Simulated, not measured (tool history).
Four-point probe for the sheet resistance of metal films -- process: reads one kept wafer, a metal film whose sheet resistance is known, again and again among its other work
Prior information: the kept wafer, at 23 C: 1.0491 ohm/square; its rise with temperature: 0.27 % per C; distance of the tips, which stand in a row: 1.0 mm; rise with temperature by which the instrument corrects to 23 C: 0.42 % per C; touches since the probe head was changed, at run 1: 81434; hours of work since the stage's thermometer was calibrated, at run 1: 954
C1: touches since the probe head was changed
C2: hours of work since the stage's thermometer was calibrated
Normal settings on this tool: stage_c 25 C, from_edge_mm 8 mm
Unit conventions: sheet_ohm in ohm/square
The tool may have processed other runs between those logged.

{"run": 1, "hour": 0.0, "stage_c": 25, "from_edge_mm": 8, "C1": 81434, "C2": 954, "sheet_ohm": 1.060946}
{"run": 2, "hour": 33.6, "stage_c": 25, "from_edge_mm": 8, "C1": 82894, "C2": 975, "sheet_ohm": 1.060761}
{"run": 3, "hour": 77.4, "stage_c": 25, "from_edge_mm": 4, "C1": 84800, "C2": 1003, "sheet_ohm": 1.085878}
{"run": 4, "hour": 109.4, "stage_c": 25, "from_edge_mm": 8, "C1": 86191, "C2": 1023, "sheet_ohm": 1.060609}
{"run": 5, "hour": 152.5, "stage_c": 25, "from_edge_mm": 8, "C1": 88065, "C2": 1050, "sheet_ohm": 1.060255}
{"run": 6, "hour": 206.1, "stage_c": 25, "from_edge_mm": 26, "C1": 90398, "C2": 1083, "sheet_ohm": 1.05232}
{"run": 7, "hour": 236.6, "stage_c": 25, "from_edge_mm": 26, "C1": 91722, "C2": 1103, "sheet_ohm": 1.051864}
{"run": 8, "hour": 277.6, "stage_c": 33, "from_edge_mm": 8, "C1": 93504, "C2": 1128, "sheet_ohm": 1.047677}
{"run": 9, "hour": 317.3, "stage_c": 25, "from_edge_mm": 7, "C1": 95233, "C2": 1153, "sheet_ohm": 1.062268}
{"run": 10, "hour": 352.3, "stage_c": 25, "from_edge_mm": 8, "C1": 96752, "C2": 1175, "sheet_ohm": 1.059249}
{"run": 11, "hour": 406.3, "stage_c": 25, "from_edge_mm": 8, "C1": 99101, "C2": 1209, "sheet_ohm": 1.059395}
{"run": 12, "hour": 432.5, "stage_c": 25, "from_edge_mm": 4, "C1": 100240, "C2": 1225, "sheet_ohm": 1.084794}
{"run": 13, "hour": 462.7, "stage_c": 25, "from_edge_mm": 4, "C1": 101553, "C2": 1244, "sheet_ohm": 1.084248}
{"run": 14, "hour": 512.6, "stage_c": 25, "from_edge_mm": 8, "C1": 103725, "C2": 1275, "sheet_ohm": 1.058799}
{"run": 15, "hour": 540.4, "stage_c": 25, "from_edge_mm": 21, "C1": 104933, "C2": 1293, "sheet_ohm": 1.051314}
{"hour": 543.4, "done": "stage's thermometer calibrated"}
{"run": 16, "hour": 581.0, "stage_c": 25, "from_edge_mm": 21, "C1": 106676, "C2": 24, "sheet_ohm": 1.051449}
{"run": 17, "hour": 614.5, "stage_c": 25, "from_edge_mm": 21, "C1": 108135, "C2": 45, "sheet_ohm": 1.051307}
{"hour": 634.2, "done": "stage's thermometer calibrated, once more"}
{"run": 18, "hour": 646.1, "stage_c": 25, "from_edge_mm": 32, "C1": 109485, "C2": 7, "sheet_ohm": 1.051046}
{"run": 19, "hour": 677.4, "stage_c": 25, "from_edge_mm": 32, "C1": 110844, "C2": 27, "sheet_ohm": 1.051041}
{"run": 20, "hour": 700.6, "stage_c": 20, "from_edge_mm": 8, "C1": 111855, "C2": 42, "sheet_ohm": 1.067334}
{"run": 21, "hour": 739.1, "stage_c": 20, "from_edge_mm": 8, "C1": 113528, "C2": 66, "sheet_ohm": 1.067204}
{"run": 22, "hour": 781.1, "stage_c": 20, "from_edge_mm": 6, "C1": 115357, "C2": 92, "sheet_ohm": 1.073766}
{"run": 23, "hour": 833.4, "stage_c": 20, "from_edge_mm": 6, "C1": 117631, "C2": 125, "sheet_ohm": 1.07367}
{"run": 24, "hour": 869.1, "stage_c": 20, "from_edge_mm": 6, "C1": 119181, "C2": 147, "sheet_ohm": 1.073305}
{"run": 25, "hour": 894.4, "stage_c": 20, "from_edge_mm": 6, "C1": 120282, "C2": 163, "sheet_ohm": 1.073476}
{"run": 26, "hour": 919.6, "stage_c": 20, "from_edge_mm": 6, "C1": 121380, "C2": 179, "sheet_ohm": 1.073418}
{"run": 27, "hour": 953.4, "stage_c": 31, "from_edge_mm": 23, "C1": 122847, "C2": 200, "sheet_ohm": 1.041768}
{"run": 28, "hour": 996.6, "stage_c": 31, "from_edge_mm": 23, "C1": 124727, "C2": 227, "sheet_ohm": 1.041181}
{"run": 29, "hour": 1039.1, "stage_c": 23, "from_edge_mm": 8, "C1": 126572, "C2": 254, "sheet_ohm": 1.061509}
{"run": 30, "hour": 1064.7, "stage_c": 34, "from_edge_mm": 6, "C1": 127689, "C2": 270, "sheet_ohm": 1.051101}
{"run": 31, "hour": 1095.1, "stage_c": 19, "from_edge_mm": 7, "C1": 129011, "C2": 289, "sheet_ohm": 1.07064}
{"run": 32, "hour": 1137.5, "stage_c": 34, "from_edge_mm": 4, "C1": 130854, "C2": 315, "sheet_ohm": 1.06898}
{"run": 33, "hour": 1189.7, "stage_c": 25, "from_edge_mm": 10, "C1": 133123, "C2": 348, "sheet_ohm": 1.054779}
{"run": 34, "hour": 1237.4, "stage_c": 25, "from_edge_mm": 10, "C1": 135196, "C2": 378, "sheet_ohm": 1.054427}
{"run": 35, "hour": 1266.2, "stage_c": 25, "from_edge_mm": 10, "C1": 136449, "C2": 396, "sheet_ohm": 1.054379}
{"run": 36, "hour": 1290.5, "stage_c": 25, "from_edge_mm": 4, "C1": 137507, "C2": 411, "sheet_ohm": 1.082871}
{"run": 37, "hour": 1325.1, "stage_c": 25, "from_edge_mm": 4, "C1": 139012, "C2": 433, "sheet_ohm": 1.082435}
{"run": 38, "hour": 1377.1, "stage_c": 25, "from_edge_mm": 4, "C1": 141273, "C2": 465, "sheet_ohm": 1.082419}
{"run": 39, "hour": 1406.9, "stage_c": 25, "from_edge_mm": 4, "C1": 142567, "C2": 484, "sheet_ohm": 1.082123}
{"run": 40, "hour": 1457.2, "stage_c": 25, "from_edge_mm": 4, "C1": 144755, "C2": 515, "sheet_ohm": 1.082307}
{"run": 41, "hour": 1504.3, "stage_c": 25, "from_edge_mm": 27, "C1": 146801, "C2": 545, "sheet_ohm": 1.048797}

Consider 3 possible next runs. They are alternatives, not a sequence: every one starts from the tool as it was left by run 41. What does each give?
{"run": "A", "hour": 1542.5, "stage_c": 26, "from_edge_mm": 29, "C1": 148462, "C2": 569, "sheet_ohm": "?"}
{"run": "B", "hour": 1542.5, "stage_c": 21, "from_edge_mm": 14, "C1": 148462, "C2": 569, "sheet_ohm": "?"}
{"run": "C", "hour": 1542.5, "stage_c": 21, "from_edge_mm": 27, "C1": 148462, "C2": 569, "sheet_ohm": "?"}

run=A sheet_ohm=1.046409
run=B sheet_ohm=1.057088
run=C sheet_ohm=1.054535
Had the tool no hidden state, the same runs would have come out as:
run=A sheet_ohm=1.044703
run=B sheet_ohm=1.055367
run=C sheet_ohm=1.052819
